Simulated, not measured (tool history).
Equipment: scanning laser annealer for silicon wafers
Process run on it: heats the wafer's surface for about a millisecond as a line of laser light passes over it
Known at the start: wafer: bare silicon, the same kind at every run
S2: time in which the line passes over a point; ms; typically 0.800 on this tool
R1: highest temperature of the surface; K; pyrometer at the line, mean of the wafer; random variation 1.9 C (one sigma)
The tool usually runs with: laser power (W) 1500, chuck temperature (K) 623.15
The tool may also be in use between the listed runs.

Run 1, day 0.000: usual settings. Result: R1 1331.15 K.
Run 2, day 0.354: usual settings. Result: R1 1328.15 K.
Run 3, day 0.742: usual settings. Result: R1 1325.15 K.
Run 4, day 1.279: usual settings. Result: R1 1327.15 K.
Run 5, day 1.617: usual settings. Result: R1 1326.15 K.
Run 6, day 1.958: usual settings. Result: R1 1325.15 K.
Run 7, day 2.483: usual settings. Result: R1 1325.15 K.
Run 8, day 2.942: usual settings. Result: R1 1324.15 K.
Run 9, day 3.404: usual settings. Result: R1 1329.15 K.
Run 10, day 3.808: usual settings but chuck temperature (K) 590.15. Result: R1 1294.15 K.
Run 11, day 4.242: usual settings but laser power (W) 1528, chuck temperature (K) 590.15. Result: R1 1308.15 K.
Run 12, day 4.567: usual settings but laser power (W) 1579. Result: R1 1374.15 K.
Run 13, day 4.804: usual settings but laser power (W) 1579. Result: R1 1373.15 K.
Run 14, day 5.158: usual settings. Result: R1 1324.15 K.
Run 15, day 5.571: usual settings but S2 0.856 ms. Result: R1 1352.15 K.
Run 16, day 5.938: usual settings but S2 0.856 ms. Result: R1 1350.15 K.
Run 17, day 6.258: usual settings but S2 0.856 ms. Result: R1 1352.15 K.
Run 18, day 6.600: usual settings but S2 0.856 ms. Result: R1 1349.15 K.
Run 19, day 7.175: usual settings but laser power (W) 1518, S2 0.856 ms. Result: R1 1359.15 K.
Run 20, day 7.575: usual settings but laser power (W) 1518, S2 0.856 ms. Result: R1 1359.15 K.
Run 21, day 8.046: usual settings but laser power (W) 1424, S2 0.680 ms, chuck temperature (K) 611.15. Result: R1 1209.15 K.
At day 8.200: laser's power meter calibrated.
Run 22, day 8.550: usual settings but laser power (W) 1428, S2 0.635 ms, chuck temperature (K) 611.15. Result: R1 1192.15 K.
Run 23, day 8.804: usual settings but laser power (W) 1428, S2 0.635 ms, chuck temperature (K) 611.15. Result: R1 1191.15 K.
Run 24, day 9.354: usual settings but laser power (W) 1428, S2 0.635 ms, chuck temperature (K) 611.15. Result: R1 1190.15 K.
Run 25, day 9.875: usual settings but laser power (W) 1428, S2 0.635 ms, chuck temperature (K) 611.15. Result: R1 1192.15 K.
Run 26, day 10.425: usual settings but laser power (W) 1553, S2 0.636 ms, chuck temperature (K) 619.15. Result: R1 1266.15 K.
Run 27, day 10.829: usual settings but laser power (W) 1535, S2 0.632 ms, chuck temperature (K) 633.15. Result: R1 1268.15 K.
Run 28, day 11.112: usual settings but S2 0.861 ms. Result: R1 1344.15 K.
Run 29, day 11.346: usual settings but S2 0.861 ms. Result: R1 1350.15 K.
At day 11.712: laser's power meter calibrated, once more.
Run 30, day 11.904: usual settings but S2 0.861 ms. Result: R1 1346.15 K.
Run 31, day 12.171: usual settings but S2 0.861 ms. Result: R1 1343.15 K.
Run 32, day 12.567: usual settings but S2 0.861 ms. Result: R1 1347.15 K.
Run 33, day 12.971: usual settings but laser power (W) 1469, S2 0.799 ms, chuck temperature (K) 660.15. Result: R1 1335.15 K.
Run 34, day 13.408: usual settings but laser power (W) 1593, S2 0.931 ms, chuck temperature (K) 614.15. Result: R1 1427.15 K.
Run 35, day 13.821: usual settings but S2 0.647 ms. Result: R1 1242.15 K.
Run 36, day 14.054: usual settings but S2 0.647 ms, chuck temperature (K) 586.15. Result: R1 1206.15 K.
Run 37, day 14.562: usual settings but laser power (W) 1478, chuck temperature (K) 657.15. Result: R1 1339.15 K.
Run 38, day 15.000: usual settings but laser power (W) 1478, chuck temperature (K) 657.15. Result: R1 1338.15 K.
Run 39, day 15.458: usual settings but laser power (W) 1478, chuck temperature (K) 657.15. Result: R1 1338.15 K.
Run 40, day 15.879: usual settings but laser power (W) 1540, S2 0.793 ms, chuck temperature (K) 632.15. Result: R1 1343.15 K.

Predict each of these 3 candidate next runs independently; none follows another, all start after run 40:
Run A, day 16.125: usual settings but laser power (W) 1540, S2 0.892 ms, chuck temperature (K) 625.15. Result: R1 ?.
Run B, day 16.125: usual settings but laser power (W) 1285. Result: R1 ?.
Run C, day 16.125: usual settings but laser power (W) 1625, S2 0.793 ms, chuck temperature (K) 608.15. Result: R1 ?.

run       R1
  A  1387.15
  B  1194.15
  C  1368.15
Take away the tool's hidden state, keep each run's random variation, and the runs would have read:
run       R1
  A  1434.15
  B  1229.15
  C  1415.15
